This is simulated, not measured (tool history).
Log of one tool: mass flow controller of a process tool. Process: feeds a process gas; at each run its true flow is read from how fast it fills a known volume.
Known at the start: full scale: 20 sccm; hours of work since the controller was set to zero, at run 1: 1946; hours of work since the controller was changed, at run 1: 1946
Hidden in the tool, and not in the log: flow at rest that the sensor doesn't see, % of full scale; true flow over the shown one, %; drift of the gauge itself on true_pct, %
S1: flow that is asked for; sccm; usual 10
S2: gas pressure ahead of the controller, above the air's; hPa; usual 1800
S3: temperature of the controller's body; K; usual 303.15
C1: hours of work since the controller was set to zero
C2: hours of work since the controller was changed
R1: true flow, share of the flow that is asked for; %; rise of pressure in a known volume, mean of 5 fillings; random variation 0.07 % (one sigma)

run 1 hour=0 | S1=10 S2=1800 S3=303.15 | C1=1946 C2=1946 | R1=98.26
run 2 hour=72.6 | S1=10 S2=1800 S3=303.15 | C1=1999 C2=1999 | R1=98.26
run 3 hour=143.7 | S1=10 S2=1800 S3=303.15 | C1=2051 C2=2051 | R1=98.37
run 4 hour=266.1 | S1=10 S2=1800 S3=303.15 | C1=2141 C2=2141 | R1=98.23
run 5 hour=321.3 | S1=10 S2=1800 S3=303.15 | C1=2181 C2=2181 | R1=98.17
run 6 hour=382.6 | S1=10 S2=1800 S3=303.15 | C1=2226 C2=2226 | R1=98.24
run 7 hour=449.6 | S1=10 S2=1800 S3=303.15 | C1=2275 C2=2275 | R1=98.15
run 8 hour=525.8 | S1=10 S2=1800 S3=310.15 | C1=2331 C2=2331 | R1=97.53
run 9 hour=577.7 | S1=10 S2=1800 S3=310.15 | C1=2369 C2=2369 | R1=97.51
run 10 hour=679.7 | S1=10 S2=1800 S3=310.15 | C1=2444 C2=2444 | R1=97.6
run 11 hour=795.4 | S1=10 S2=1800 S3=303.15 | C1=2528 C2=2528 | R1=97.94
run 12 hour=915.9 | S1=10 S2=1800 S3=303.15 | C1=2617 C2=2617 | R1=97.96
run 13 hour=975.3 | S1=10 S2=1800 S3=303.15 | C1=2660 C2=2660 | R1=98.05
run 14 hour=1056.3 | S1=10 S2=1800 S3=303.15 | C1=2719 C2=2719 | R1=98.08
run 15 hour=1122.8 | S1=10 S2=1800 S3=303.15 | C1=2768 C2=2768 | R1=97.9
run 16 hour=1233 | S1=10 S2=1800 S3=303.15 | C1=2849 C2=2849 | R1=98.02
run 17 hour=1320.5 | S1=10 S2=1800 S3=303.15 | C1=2913 C2=2913 | R1=97.83
run 18 hour=1412.2 | S1=10 S2=1800 S3=303.15 | C1=2980 C2=2980 | R1=97.8
run 19 hour=1476 | S1=12 S2=1800 S3=303.15 | C1=3027 C2=3027 | R1=98.09
run 20 hour=1546.8 | S1=17 S2=2110 S3=294.15 | C1=3079 C2=3079 | R1=99.11
run 21 hour=1614.3 | S1=4 S2=1950 S3=297.15 | C1=3128 C2=3128 | R1=96.19
run 22 hour=1694.3 | S1=16 S2=2260 S3=296.15 | C1=3187 C2=3187 | R1=98.75
run 23 hour=1786.9 | S1=3 S2=2630 S3=309.15 | C1=3254 C2=3254 | R1=93.59
run 24 hour=1887.6 | S1=3 S2=2630 S3=309.15 | C1=3328 C2=3328 | R1=93.55
run 25 hour=2004.2 | S1=4 S2=2080 S3=300.15 | C1=3414 C2=3414 | R1=95.51
run 26 hour=2094.5 | S1=4 S2=2080 S3=300.15 | C1=3480 C2=3480 | R1=95.42
run 27 hour=2181.9 | S1=5 S2=1970 S3=307.15 | C1=3544 C2=3544 | R1=95.59
run 28 hour=2275.9 | S1=4 S2=1800 S3=309.15 | C1=3613 C2=3613 | R1=94.8
run 29 hour=2348.4 | S1=4 S2=2210 S3=294.15 | C1=3666 C2=3666 | R1=95.63
run 30 hour=2425.1 | S1=10 S2=1800 S3=295.15 | C1=3722 C2=3722 | R1=98.11
run 31 hour=2509 | S1=8 S2=1800 S3=297.15 | C1=3783 C2=3783 | R1=97.57
run 32 hour=2565.3 | S1=8 S2=1800 S3=297.15 | C1=3825 C2=3825 | R1=97.48
run 33 hour=2618.7 | S1=13 S2=1730 S3=302.15 | C1=3864 C2=3864 | R1=98.01
run 34 hour=2736 | S1=13 S2=1730 S3=302.15 | C1=3950 C2=3950 | R1=97.98
run 35 hour=2819.4 | S1=3 S2=1760 S3=297.15 | C1=4011 C2=4011 | R1=94.27
run 36 hour=2907.9 | S1=5 S2=1810 S3=310.15 | C1=4075 C2=4075 | R1=95
run 37 hour=2986.9 | S1=17 S2=1800 S3=295.15 | C1=4133 C2=4133 | R1=99.11

5 ways to go on from here, each from the tool as it stands after run 37. What would each give?
run A hour=3065.6 | S1=4 S2=2170 S3=298.15 | C1=4191 C2=4191 | R1=?
run B hour=3065.6 | S1=10 S2=1800 S3=310.15 | C1=4191 C2=4191 | R1=?
run C hour=3065.6 | S1=2 S2=1850 S3=295.15 | C1=4191 C2=4191 | R1=?
run D hour=3065.6 | S1=3 S2=2500 S3=296.15 | C1=4191 C2=4191 | R1=?
run E hour=3065.6 | S1=15 S2=1830 S3=306.15 | C1=4191 C2=4191 | R1=?

run=A R1=95.01
run=B R1=96.76
run=C R1=91.58
run=D R1=93.64
run=E R1=97.83
Without the tool's hidden state the same runs would have given:
run=A R1=99.07
run=B R1=98.62
run=C R1=99.3
run=D R1=98.91
run=E R1=99.21
